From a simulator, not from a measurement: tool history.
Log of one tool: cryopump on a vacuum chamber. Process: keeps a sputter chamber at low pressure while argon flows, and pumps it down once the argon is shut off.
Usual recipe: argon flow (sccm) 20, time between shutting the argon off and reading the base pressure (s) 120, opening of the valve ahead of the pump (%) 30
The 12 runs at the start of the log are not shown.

run,hour,argon flow (sccm),time between shutting the argon off and reading the base pressure (s),opening of the valve ahead of the pump (%),hours of work since the pump was warmed up and emptied,hours of work since the cold head was overhauled,hours of work since the chamber's fittings were tightened,pressure while argon flows (Pa),pressure after the wait (uPa)
13,531,20,120,30,325,325,363,0.0587,0.79
# hour 558.3: pump warmed up, emptied and cooled again
14,594.6,20,120,30,15,350,387,0.056,0.7
15,623.1,20,120,30,27,361,399,0.0547,0.7
16,668,20,120,30,45,380,418,0.056,0.72
17,717.2,20,120,30,66,400,438,0.0555,0.71
18,761.8,26,25,35,84,419,456,0.0628,2.14
19,796.4,18,156,39,98,433,471,0.0386,0.65
20,827.8,22,28,40,111,446,484,0.046,1.96
21,890.5,18,156,30,137,472,510,0.0505,0.67
22,947.2,20,30,24,161,495,533,0.0709,1.91
23,976.5,20,30,24,173,507,545,0.0703,1.9
24,1039,20,30,24,198,533,571,0.0703,1.9
25,1084.2,20,30,24,217,552,590,0.0718,1.91
26,1145,20,30,24,242,577,615,0.0701,1.95
27,1212.3,20,30,24,270,605,642,0.0714,1.99
28,1275.7,20,42,30,296,631,669,0.0565,1.58
29,1313.1,20,42,30,312,646,684,0.0575,1.58
30,1363.6,20,42,30,332,667,705,0.0573,1.65
# hour 1372.6: pump warmed up, emptied and cooled again
31,1419.1,20,42,30,19,688,726,0.0551,1.5
32,1457.3,16,168,50,35,704,742,0.0274,0.73
33,1516.1,16,168,50,59,728,766,0.0263,0.75
34,1566.7,16,168,50,80,749,787,0.0279,0.81

Each row is a separate what-if for the run after 34, all from the same tool condition, not one after another. Results?
A,1613.3,28,65,20,99,768,806,?,?
B,1613.3,13,120,57,99,768,806,?,?
C,1613.3,24,34,26,99,768,806,?,?

run,pressure while argon flows (Pa),pressure after the wait (uPa)
A,0.1177,1.16
B,0.0192,0.92
C,0.0778,1.79
Without the tool's unlogged condition, the same runs would have read:
run,pressure while argon flows (Pa),pressure after the wait (uPa)
A,0.1163,0.79
B,0.0186,0.55
C,0.0766,1.42

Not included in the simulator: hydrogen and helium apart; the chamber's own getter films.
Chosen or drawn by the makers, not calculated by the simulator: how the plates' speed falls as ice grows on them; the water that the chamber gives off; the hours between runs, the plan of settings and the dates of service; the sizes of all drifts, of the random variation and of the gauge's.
